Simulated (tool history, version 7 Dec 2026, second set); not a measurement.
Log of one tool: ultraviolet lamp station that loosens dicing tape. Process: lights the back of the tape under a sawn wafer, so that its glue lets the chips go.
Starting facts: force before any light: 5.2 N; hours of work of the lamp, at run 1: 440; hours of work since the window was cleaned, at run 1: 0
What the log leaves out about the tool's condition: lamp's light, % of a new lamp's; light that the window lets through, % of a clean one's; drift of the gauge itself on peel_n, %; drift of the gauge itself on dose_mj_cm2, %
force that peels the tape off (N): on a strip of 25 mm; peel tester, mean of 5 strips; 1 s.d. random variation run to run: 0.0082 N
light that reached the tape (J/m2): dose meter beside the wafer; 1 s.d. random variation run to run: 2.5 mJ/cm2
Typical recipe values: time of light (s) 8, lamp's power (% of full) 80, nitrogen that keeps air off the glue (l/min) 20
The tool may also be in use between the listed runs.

run	day	time of light (s)	lamp's power (% of full)	nitrogen that keeps air off the glue (l/min)	hours of work of the lamp	hours of work since the window was cleaned	force that peels the tape off (N)	light that reached the tape (J/m2)
1	0.000	8	80	20	440	0	0.551	2240
2	2.912	8	80	20	469	29	0.599	2170
3	4.558	8	80	32	485	45	0.466	2120
4	6.354	8	80	9	503	63	1.156	2110
5	9.246	8	80	9	531	91	1.198	1990
6	11.192	8	80	20	550	110	0.710	2010
7	14.933	8	80	11	587	147	1.110	1920
8	16.542	8	80	11	603	163	1.176	1870
# day 17.575: lamp changed
9	18.733	8	80	20	11	184	0.406	2680
10	20.804	8	80	20	32	205	0.433	2670
# day 21.467: window cleaned of glue's vapour
11	23.758	8	80	20	61	23	0.369	2810
12	25.992	8	80	20	83	45	0.391	2770
13	27.612	8	80	20	99	61	0.379	2740
14	31.067	4	80	20	133	95	1.358	1330
15	34.596	4	80	20	168	129	1.429	1280
16	37.958	10	80	20	201	163	0.318	3040
17	41.571	10	80	7	236	198	0.764	2900
# day 43.008: window cleaned of glue's vapour
18	44.583	8	80	20	266	16	0.456	2480
19	46.221	8	80	20	282	32	0.500	2500
20	48.033	8	80	20	300	50	0.504	2400
21	51.154	8	80	20	331	80	0.535	2340
22	53.346	8	80	22	352	102	0.542	2280
23	55.979	5	81	38	378	128	0.923	1410
24	58.025	5	81	38	398	148	0.953	1370
25	60.888	8	95	20	427	176	0.485	2430
26	64.092	5	80	25	458	208	1.291	1250
# day 64.483: window cleaned of glue's vapour
27	65.725	5	86	34	474	12	0.843	1470
28	68.296	5	86	13	499	38	1.463	1420
29	69.921	7	90	13	515	54	0.926	2050
30	72.838	7	90	13	544	82	0.956	1970
31	75.192	8	80	8	567	106	1.292	1950
32	76.842	8	81	8	584	122	1.316	1940
# day 80.033: lamp changed
33	80.133	8	81	8	1	154	0.776	2730
34	83.929	13	80	23	38	191	0.155	4310
35	85.721	4	77	9	56	209	2.035	1240
# day 86.000: window cleaned of glue's vapour
36	87.758	5	72	37	76	17	0.758	1560
37	90.867	5	72	37	107	48	0.795	1550
38	94.204	5	72	37	139	81	0.838	1480
39	96.462	5	72	37	162	103	0.903	1460
40	98.208	10	61	36	179	120	0.339	2390
41	100.167	10	61	36	198	140	0.348	2380

Consider 4 possible next runs. They are alternatives, not a sequence: every one starts from the tool as it was left by run 41. What does each give?
A	102.938	8	80	20	226	167	?	?
B	102.938	8	97	20	226	167	?	?
C	102.938	8	63	20	226	167	?	?
D	102.938	14	69	33	226	167	?	?

run	force that peels the tape off (N)	light that reached the tape (J/m2)
A	0.514	2370
B	0.362	2910
C	0.782	1860
D	0.177	3600
With no hidden state in the tool, these same runs would have given:
run	force that peels the tape off (N)	light that reached the tape (J/m2)
A	0.328	2980
B	0.237	3640
C	0.518	2330
D	0.142	4510

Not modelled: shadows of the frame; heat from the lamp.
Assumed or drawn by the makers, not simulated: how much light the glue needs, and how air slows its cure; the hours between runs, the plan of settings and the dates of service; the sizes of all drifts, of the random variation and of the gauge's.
